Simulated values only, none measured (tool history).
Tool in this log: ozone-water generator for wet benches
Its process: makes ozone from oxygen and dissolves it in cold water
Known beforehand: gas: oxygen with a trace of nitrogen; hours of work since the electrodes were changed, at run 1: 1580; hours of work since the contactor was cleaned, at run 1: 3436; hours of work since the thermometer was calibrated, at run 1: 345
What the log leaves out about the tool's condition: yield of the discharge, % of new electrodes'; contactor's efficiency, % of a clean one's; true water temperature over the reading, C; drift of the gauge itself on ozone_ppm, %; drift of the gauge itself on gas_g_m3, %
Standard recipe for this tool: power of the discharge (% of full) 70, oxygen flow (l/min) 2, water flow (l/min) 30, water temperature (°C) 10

run,hour,power of the discharge (% of full),oxygen flow (l/min),water flow (l/min),water temperature (°C),hours of work since the electrodes were changed,hours of work since the contactor was cleaned,hours of work since the thermometer was calibrated,dissolved ozone (ppm),ozone in the gas ahead of the water (g/m3)
1,0,70,2,30,10,1580,3436,345,8.8,200.7
2,25.2,100,2,30,10,1600,3456,365,10.8,247.9
3,63.6,70,1.57,30,10,1631,3487,396,7.8,219.5
4,86.4,70,1.57,30,10,1649,3505,414,7.7,218.6
5,127.7,70,1.57,30,10,1683,3538,447,8,220.1
6,171.7,70,1.57,30,10,1718,3574,483,7.8,220.8
7,221,70,1.57,30,10,1758,3613,522,7.9,222.7
8,254.8,70,2,30,10,1785,3641,550,8.8,203.5
9,307.3,70,2,28,10,1827,3683,592,9.4,201.5
10,337.1,70,2,30,10,1851,3707,616,8.8,200.9
11,373.9,70,2,30,10,1881,3737,646,9,200.2
12,412.4,70,2,30,10,1912,3768,677,8.9,200.5
13,442.3,70,2,30,6,1936,3792,701,9,200.7
14,477.7,70,2.89,30,10,1964,3820,729,10.3,172.6
15,522.8,70,2,30,10,2001,3856,765,8.9,201.7
16,575.2,70,2,30,10,2043,3899,808,9,201.2
17,617.6,78,3.32,30,12,2077,3933,842,11.7,174.5
18,653.9,85,1.41,30,17,2106,3962,871,8.2,260.5
19,680.7,86,3.32,33,6,2128,3984,893,11.4,184.6
20,705.9,86,3.32,33,6,2148,4004,913,11.5,183.4
21,756.5,43,2,30,10,2189,4045,954,6.5,147.8
22,804.2,43,2,30,10,2227,4083,992,6.5,148.9
23,840.6,54,2,42,10,2257,4112,1021,5.2,171.9
24,863.2,70,1.06,24,10,2275,4130,1040,8.3,257.7
25,911.5,48,2.08,36,9,2314,4169,1078,5.7,156.7
26,948.3,77,3.32,36,13,2343,4199,1108,9.2,173.7
27,974.2,77,3.32,36,13,2364,4220,1129,9.3,173.7
28,1010.8,77,3.32,36,13,2394,4249,1158,9.5,173.4
29,1041.2,86,1.24,32,7,2418,4274,1183,7.4,275.7
30,1090.9,86,1.24,32,7,2458,4314,1223,7.3,273.4
31,1144.6,70,2,28,17,2501,4357,1266,9.2,199.9
32,1174.3,76,1.36,30,10,2525,4381,1290,7.9,247.3

Branching from run 32: 4 alternative next runs. What would each branch give?
A,1213.9,61,2.08,30,11,2557,4413,1322,?,?
B,1213.9,76,2.41,30,8,2557,4413,1322,?,?
C,1213.9,76,1.36,47,10,2557,4413,1322,?,?
D,1213.9,76,2.29,24,16,2557,4413,1322,?,?

run,dissolved ozone (ppm),ozone in the gas ahead of the water (g/m3)
A,8.3,180.5
B,10,193.8
C,4.5,246.7
D,11.9,199.4
Had the tool no hidden state, the same runs would have come out as:
run,dissolved ozone (ppm),ozone in the gas ahead of the water (g/m3)
A,8.3,180.6
B,10,194
C,4.5,246.9
D,12,199.5

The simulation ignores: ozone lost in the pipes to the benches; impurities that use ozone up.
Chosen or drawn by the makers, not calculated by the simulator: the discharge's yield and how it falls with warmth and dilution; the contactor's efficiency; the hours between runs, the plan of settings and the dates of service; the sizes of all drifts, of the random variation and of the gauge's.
